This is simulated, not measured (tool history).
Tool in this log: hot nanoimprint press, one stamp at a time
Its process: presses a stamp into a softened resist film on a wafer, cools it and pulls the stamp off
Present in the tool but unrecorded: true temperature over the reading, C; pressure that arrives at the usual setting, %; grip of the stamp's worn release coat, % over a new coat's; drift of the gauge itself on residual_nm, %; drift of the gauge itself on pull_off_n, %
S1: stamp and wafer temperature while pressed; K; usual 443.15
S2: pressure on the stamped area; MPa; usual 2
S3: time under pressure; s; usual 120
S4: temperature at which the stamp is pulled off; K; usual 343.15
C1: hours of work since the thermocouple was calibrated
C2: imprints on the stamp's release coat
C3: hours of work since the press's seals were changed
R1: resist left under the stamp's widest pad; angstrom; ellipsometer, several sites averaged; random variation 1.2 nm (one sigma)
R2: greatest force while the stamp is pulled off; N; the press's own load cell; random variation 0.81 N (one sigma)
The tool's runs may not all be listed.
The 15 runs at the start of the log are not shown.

{"run": 16, "hour": 102.0, "S1": 454.15, "S2": 2, "S3": 120, "S4": 343.15, "C1": 200, "C2": 760, "C3": 278, "R1": 1134, "R2": 95.2}
{"run": 17, "hour": 109.7, "S1": 454.15, "S2": 1.81, "S3": 195, "S4": 331.15, "C1": 206, "C2": 798, "C3": 283, "R1": 964, "R2": 116.8}
{"run": 18, "hour": 115.4, "S1": 454.15, "S2": 1.81, "S3": 195, "S4": 331.15, "C1": 210, "C2": 825, "C3": 288, "R1": 988, "R2": 114.1}
{"run": 19, "hour": 121.3, "S1": 454.15, "S2": 1.81, "S3": 195, "S4": 331.15, "C1": 214, "C2": 853, "C3": 292, "R1": 978, "R2": 116.6}
{"hour": 127.7, "done": "stamp cleaned and given a new release coat"}
{"run": 20, "hour": 137.6, "S1": 443.15, "S2": 1.62, "S3": 120, "S4": 331.15, "C1": 222, "C2": 47, "C3": 300, "R1": 1918, "R2": 115.9}
{"run": 21, "hour": 142.6, "S1": 434.15, "S2": 1.62, "S3": 240, "S4": 333.15, "C1": 226, "C2": 71, "C3": 303, "R1": 2173, "R2": 110.1}
{"run": 22, "hour": 152.7, "S1": 434.15, "S2": 1.62, "S3": 240, "S4": 333.15, "C1": 233, "C2": 121, "C3": 311, "R1": 2201, "R2": 111.5}
{"run": 23, "hour": 163.2, "S1": 434.15, "S2": 1.62, "S3": 240, "S4": 333.15, "C1": 241, "C2": 171, "C3": 319, "R1": 2168, "R2": 112.2}
{"run": 24, "hour": 168.2, "S1": 434.15, "S2": 1.62, "S3": 240, "S4": 333.15, "C1": 245, "C2": 196, "C3": 322, "R1": 2172, "R2": 110.8}
{"run": 25, "hour": 176.7, "S1": 443.15, "S2": 1.55, "S3": 120, "S4": 343.15, "C1": 251, "C2": 237, "C3": 329, "R1": 1968, "R2": 94.1}
{"run": 26, "hour": 186.5, "S1": 443.15, "S2": 1.55, "S3": 156, "S4": 342.15, "C1": 258, "C2": 284, "C3": 336, "R1": 1798, "R2": 96.8}
{"run": 27, "hour": 194.6, "S1": 443.15, "S2": 1.55, "S3": 156, "S4": 342.15, "C1": 264, "C2": 323, "C3": 342, "R1": 1802, "R2": 98.1}
{"run": 28, "hour": 204.0, "S1": 453.15, "S2": 2.5, "S3": 70, "S4": 343.15, "C1": 271, "C2": 369, "C3": 349, "R1": 1314, "R2": 95.1}
{"run": 29, "hour": 209.7, "S1": 440.15, "S2": 1.8, "S3": 70, "S4": 350.15, "C1": 276, "C2": 396, "C3": 353, "R1": 2386, "R2": 83.2}
{"run": 30, "hour": 214.3, "S1": 442.15, "S2": 1.8, "S3": 70, "S4": 340.15, "C1": 279, "C2": 418, "C3": 357, "R1": 2258, "R2": 100.2}

4 options for the next run, each taken on its own from the tool as it stands now. Forecast them:
{"run": "A", "hour": 220.0, "S1": 449.15, "S2": 2, "S3": 89, "S4": 349.15, "C1": 283, "C2": 446, "C3": 361, "R1": "?", "R2": "?"}
{"run": "B", "hour": 220.0, "S1": 442.15, "S2": 1.8, "S3": 170, "S4": 340.15, "C1": 283, "C2": 446, "C3": 361, "R1": "?", "R2": "?"}
{"run": "C", "hour": 220.0, "S1": 432.15, "S2": 1.8, "S3": 61, "S4": 342.15, "C1": 283, "C2": 446, "C3": 361, "R1": "?", "R2": "?"}
{"run": "D", "hour": 220.0, "S1": 442.15, "S2": 1.8, "S3": 70, "S4": 348.15, "C1": 283, "C2": 446, "C3": 361, "R1": "?", "R2": "?"}

run=A R1=1555 R2=84.5
run=B R1=1709 R2=99.9
run=C R1=2964 R2=97.9
run=D R1=2273 R2=87
Without the tool's hidden state the same runs would have given:
run=A R1=1553 R2=84.4
run=B R1=1707 R2=99.8
run=C R1=2962 R2=97.7
run=D R1=2271 R2=86.9
